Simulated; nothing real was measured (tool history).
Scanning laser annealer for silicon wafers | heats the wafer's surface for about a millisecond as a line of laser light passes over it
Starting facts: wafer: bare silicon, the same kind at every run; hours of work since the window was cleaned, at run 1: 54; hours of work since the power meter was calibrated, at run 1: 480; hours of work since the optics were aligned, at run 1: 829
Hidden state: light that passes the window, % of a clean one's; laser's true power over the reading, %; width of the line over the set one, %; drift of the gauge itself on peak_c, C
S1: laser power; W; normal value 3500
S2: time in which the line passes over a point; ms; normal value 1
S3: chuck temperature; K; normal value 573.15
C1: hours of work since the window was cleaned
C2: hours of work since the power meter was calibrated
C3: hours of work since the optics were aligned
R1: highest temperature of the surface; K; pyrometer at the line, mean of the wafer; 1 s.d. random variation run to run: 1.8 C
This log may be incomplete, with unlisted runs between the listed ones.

Run 1, hour 0: usual settings; C1 54; C2 480; C3 829. Result: R1 1296.15 K.
Run 2, hour 18.2: usual settings but S3 605.15 K; C1 63; C2 489; C3 838. Result: R1 1324.15 K.
Run 3, hour 36.8: usual settings but S3 603.15 K; C1 73; C2 499; C3 848. Result: R1 1323.15 K.
Run 4, hour 52.8: usual settings but S3 562.15 K; C1 81; C2 508; C3 856. Result: R1 1286.15 K.
Run 5, hour 75.5: usual settings but S1 3812 W, S3 562.15 K; C1 93; C2 519; C3 868. Result: R1 1353.15 K.
Run 6, hour 98.5: usual settings but S3 585.15 K; C1 105; C2 531; C3 880. Result: R1 1302.15 K.
Run 7, hour 112.1: usual settings but S3 542.15 K; C1 112; C2 538; C3 887. Result: R1 1259.15 K.
Run 8, hour 142: usual settings but S3 542.15 K; C1 128; C2 554; C3 903. Result: R1 1260.15 K.
Run 9, hour 155.9: usual settings but S3 576.15 K; C1 135; C2 561; C3 910. Result: R1 1296.15 K.
Run 10, hour 185.1: usual settings but S3 576.15 K; C1 150; C2 577; C3 925. Result: R1 1299.15 K.
Run 11, hour 208.1: usual settings but S3 576.15 K; C1 162; C2 589; C3 937. Result: R1 1293.15 K.
At hour 214.4: optics aligned, line set to its width.
Run 12, hour 241.2: usual settings but S3 576.15 K; C1 177; C2 603; C3 14. Result: R1 1287.15 K.
Run 13, hour 261.8: usual settings; C1 188; C2 614; C3 25. Result: R1 1289.15 K.
Run 14, hour 279.1: usual settings; C1 197; C2 623; C3 34. Result: R1 1288.15 K.
Run 15, hour 307.4: usual settings but S1 3569 W, S2 0.85 ms, S3 599.15 K; C1 211; C2 638; C3 49. Result: R1 1266.15 K.
Run 16, hour 335.3: usual settings but S1 3534 W, S2 0.87 ms, S3 581.15 K; C1 226; C2 652; C3 63. Result: R1 1247.15 K.
Run 17, hour 364.9: usual settings but S1 3149 W, S2 1.03 ms, S3 581.15 K; C1 241; C2 668; C3 79. Result: R1 1225.15 K.
At hour 376.3: optics aligned, line set to its width, once more.
Run 18, hour 387.6: usual settings but S1 3679 W, S2 1.17 ms; C1 251; C2 677; C3 6. Result: R1 1400.15 K.
Run 19, hour 404.4: usual settings but S1 3679 W, S2 1.17 ms; C1 259; C2 686; C3 15. Result: R1 1404.15 K.
Run 20, hour 420: usual settings but S1 3524 W, S2 0.88 ms; C1 268; C2 694; C3 23. Result: R1 1245.15 K.
Run 21, hour 433.9: usual settings but S1 3244 W, S2 0.99 ms, S3 533.15 K; C1 275; C2 701; C3 30. Result: R1 1196.15 K.
Run 22, hour 456.3: usual settings but S1 3583 W, S2 0.99 ms, S3 537.15 K; C1 286; C2 713; C3 42. Result: R1 1269.15 K.
Run 23, hour 474.7: usual settings but S1 3583 W, S2 0.99 ms, S3 537.15 K; C1 296; C2 723; C3 51. Result: R1 1271.15 K.
Run 24, hour 487.8: usual settings but S1 3583 W, S2 0.99 ms, S3 537.15 K; C1 303; C2 729; C3 58. Result: R1 1268.15 K.
Run 25, hour 512.6: usual settings but S2 1.13 ms, S3 610.15 K; C1 316; C2 742; C3 71. Result: R1 1376.15 K.
Run 26, hour 533: usual settings but S1 3175 W, S2 0.75 ms, S3 544.15 K; C1 327; C2 753; C3 82. Result: R1 1092.15 K.
Run 27, hour 547.8: usual settings but S1 3284 W, S2 0.73 ms, S3 605.15 K; C1 334; C2 761; C3 90. Result: R1 1162.15 K.
Run 28, hour 570: usual settings but S1 3565 W, S2 0.89 ms; C1 346; C2 772; C3 101. Result: R1 1256.15 K.

Here are 3 independent what-if runs from the current tool condition. What would each one return?
Run A, hour 588.8: usual settings but S1 3443 W; C1 356; C2 782; C3 111. Result: R1 ?.
Run B, hour 588.8: usual settings but S1 3565 W, S2 0.89 ms, S3 586.15 K; C1 356; C2 782; C3 111. Result: R1 ?.
Run C, hour 588.8: usual settings but S1 3139 W, S2 1.08 ms, S3 581.15 K; C1 356; C2 782; C3 111. Result: R1 ?.

run       R1
  A  1275.15
  B  1271.15
  C  1246.15
Had the tool no hidden state, the same runs would have come out as:
run       R1
  A  1285.15
  B  1281.15
  C  1256.15
